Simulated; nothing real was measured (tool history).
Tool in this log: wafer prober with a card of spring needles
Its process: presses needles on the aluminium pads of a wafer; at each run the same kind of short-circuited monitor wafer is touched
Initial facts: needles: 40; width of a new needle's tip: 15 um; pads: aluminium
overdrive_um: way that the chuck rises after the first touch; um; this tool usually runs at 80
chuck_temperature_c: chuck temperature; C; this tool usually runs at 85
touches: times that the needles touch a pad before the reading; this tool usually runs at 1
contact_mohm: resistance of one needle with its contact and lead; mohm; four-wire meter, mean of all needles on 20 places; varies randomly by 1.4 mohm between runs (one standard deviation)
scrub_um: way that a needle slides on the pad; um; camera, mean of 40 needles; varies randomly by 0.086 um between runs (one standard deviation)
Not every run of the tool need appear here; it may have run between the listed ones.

| run | hour | overdrive_um | chuck_temperature_c | touches | contact_mohm | scrub_um |
|---|---|---|---|---|---|---|
| 1 | 0.0 | 80 | 85 | 1 | 320 | 21.77 |
|  | 3.3 | tips cleaned on abrasive film |
|  | 18.9 | tips cleaned on abrasive film |
|  | 33.5 | tips cleaned on abrasive film |
|  | 48.3 | tips cleaned on abrasive film |
| 2 | 51.0 | 81 | 85 | 1 | 224 | 21.88 |
|  | 64.0 | tips cleaned on abrasive film |
|  | 78.4 | tips cleaned on abrasive film |
|  | 93.2 | tips cleaned on abrasive film |
| 3 | 105.5 | 81 | 85 | 1 | 331 | 21.87 |
|  | 108.0 | tips cleaned on abrasive film |
|  | 123.1 | tips cleaned on abrasive film |
| 4 | 128.6 | 80 | 85 | 1 | 293 | 21.60 |
|  | 137.3 | tips cleaned on abrasive film |
|  | 151.8 | tips cleaned on abrasive film |
| 5 | 158.4 | 80 | 85 | 1 | 294 | 21.53 |
|  | 167.5 | tips cleaned on abrasive film |
|  | 183.0 | tips cleaned on abrasive film |
| 6 | 195.8 | 80 | 85 | 1 | 333 | 21.55 |
|  | 198.7 | tips cleaned on abrasive film |
|  | 214.0 | tips cleaned on abrasive film |
| 7 | 222.2 | 80 | 85 | 1 | 301 | 21.35 |
|  | 228.7 | tips cleaned on abrasive film |
|  | 244.6 | tips cleaned on abrasive film |
| 8 | 257.4 | 80 | 85 | 1 | 362 | 21.21 |
|  | 259.7 | tips cleaned on abrasive film |
|  | 274.2 | tips cleaned on abrasive film |
|  | 290.0 | tips cleaned on abrasive film |
| 9 | 301.4 | 80 | 85 | 1 | 345 | 21.09 |
|  | 304.7 | tips cleaned on abrasive film |
|  | 320.3 | tips cleaned on abrasive film |
|  | 323.8 | height of the first contact set anew |
|  | 335.4 | tips cleaned on abrasive film |
| 10 | 341.6 | 80 | 85 | 1 | 303 | 22.02 |
|  | 351.3 | tips cleaned on abrasive film |
|  | 366.0 | tips cleaned on abrasive film |
|  | 379.4 | tips cleaned on abrasive film |
|  | 394.9 | tips cleaned on abrasive film |
| 11 | 394.9 | 84 | 85 | 1 | 157 | 23.06 |
|  | 410.8 | tips cleaned on abrasive film |
|  | 424.9 | tips cleaned on abrasive film |
| 12 | 424.9 | 84 | 85 | 1 | 144 | 23.03 |
|  | 439.4 | tips cleaned on abrasive film |
|  | 455.4 | tips cleaned on abrasive film |
|  | 469.9 | tips cleaned on abrasive film |
| 13 | 473.0 | 84 | 85 | 1 | 218 | 22.98 |
|  | 485.9 | tips cleaned on abrasive film |
|  | 500.4 | tips cleaned on abrasive film |
|  | 515.6 | tips cleaned on abrasive film |
| 14 | 522.6 | 84 | 85 | 1 | 289 | 22.87 |
|  | 528.7 | tips cleaned on abrasive film |
|  | 544.1 | tips cleaned on abrasive film |
| 15 | 556.3 | 84 | 85 | 1 | 329 | 22.74 |
|  | 558.9 | tips cleaned on abrasive film |
|  | 574.2 | tips cleaned on abrasive film |
| 16 | 581.0 | 84 | 85 | 1 | 309 | 22.78 |
|  | 589.8 | tips cleaned on abrasive film |
|  | 603.7 | tips cleaned on abrasive film |
| 17 | 615.6 | 80 | 85 | 1 | 368 | 21.47 |
|  | 618.9 | tips cleaned on abrasive film |
|  | 634.2 | tips cleaned on abrasive film |
|  | 648.1 | tips cleaned on abrasive film |
| 18 | 660.3 | 61 | 85 | 1 | 549 | 16.23 |
|  | 663.6 | tips cleaned on abrasive film |
|  | 678.9 | tips cleaned on abrasive film |
|  | 695.0 | tips cleaned on abrasive film |
| 19 | 699.7 | 70 | 56 | 1 | 348 | 18.64 |
|  | 709.4 | tips cleaned on abrasive film |
|  | 723.7 | tips cleaned on abrasive film |
| 20 | 728.6 | 70 | 85 | 1 | 333 | 18.34 |
|  | 738.3 | tips cleaned on abrasive film |
|  | 754.4 | tips cleaned on abrasive film |
| 21 | 766.6 | 80 | 37 | 2 | 285 | 21.33 |
|  | 769.9 | tips cleaned on abrasive film |
|  | 785.1 | tips cleaned on abrasive film |
|  | 788.6 | height of the first contact set anew |
| 22 | 790.9 | 71 | 49 | 1 | 366 | 19.58 |
|  | 800.6 | tips cleaned on abrasive film |
|  | 816.1 | tips cleaned on abrasive film |
| 23 | 820.6 | 71 | 49 | 1 | 311 | 19.62 |
|  | 830.2 | tips cleaned on abrasive film |
|  | 846.1 | tips cleaned on abrasive film |
|  | 862.3 | tips cleaned on abrasive film |
| 24 | 873.4 | 71 | 27 | 2 | 307 | 19.54 |
|  | 876.0 | tips cleaned on abrasive film |
|  | 891.0 | tips cleaned on abrasive film |
|  | 904.4 | tips cleaned on abrasive film |
| 25 | 904.4 | 85 | 50 | 2 | 144 | 23.27 |
|  | 920.6 | tips cleaned on abrasive film |
|  | 936.2 | tips cleaned on abrasive film |
|  | 951.6 | tips cleaned on abrasive film |
| 26 | 952.1 | 90 | 85 | 1 | 174 | 24.63 |
|  | 967.3 | tips cleaned on abrasive film |
|  | 982.2 | tips cleaned on abrasive film |
| 27 | 986.2 | 90 | 85 | 1 | 247 | 24.75 |
|  | 995.4 | tips cleaned on abrasive film |
|  | 1008.3 | tips cleaned on abrasive film |
|  | 1024.5 | tips cleaned on abrasive film |
| 28 | 1032.7 | 75 | 27 | 2 | 288 | 20.28 |
|  | 1039.2 | tips cleaned on abrasive film |
|  | 1054.5 | tips cleaned on abrasive film |
|  | 1069.0 | tips cleaned on abrasive film |
| 29 | 1077.0 | 68 | 85 | 2 | 325 | 18.18 |

Here are 3 independent what-if runs from the current tool condition. What would each one return?
|  | 1082.8 | tips cleaned on abrasive film |
|  | 1098.1 | tips cleaned on abrasive film |
| A | 1101.2 | 83 | 53 | 1 | ? | ? |
|  | 1082.8 | tips cleaned on abrasive film |
|  | 1098.1 | tips cleaned on abrasive film |
| B | 1101.2 | 97 | 85 | 1 | ? | ? |
|  | 1082.8 | tips cleaned on abrasive film |
|  | 1098.1 | tips cleaned on abrasive film |
| C | 1101.2 | 64 | 85 | 1 | ? | ? |

| run | contact_mohm | scrub_um |
|---|---|---|
| A | 243 | 22.34 |
| B | 213 | 26.15 |
| C | 319 | 17.10 |
Stripped of hidden state, with their random variation kept, the same runs would have yielded:
| run | contact_mohm | scrub_um |
|---|---|---|
| A | 127 | 23.00 |
| B | 130 | 26.81 |
| C | 135 | 17.77 |
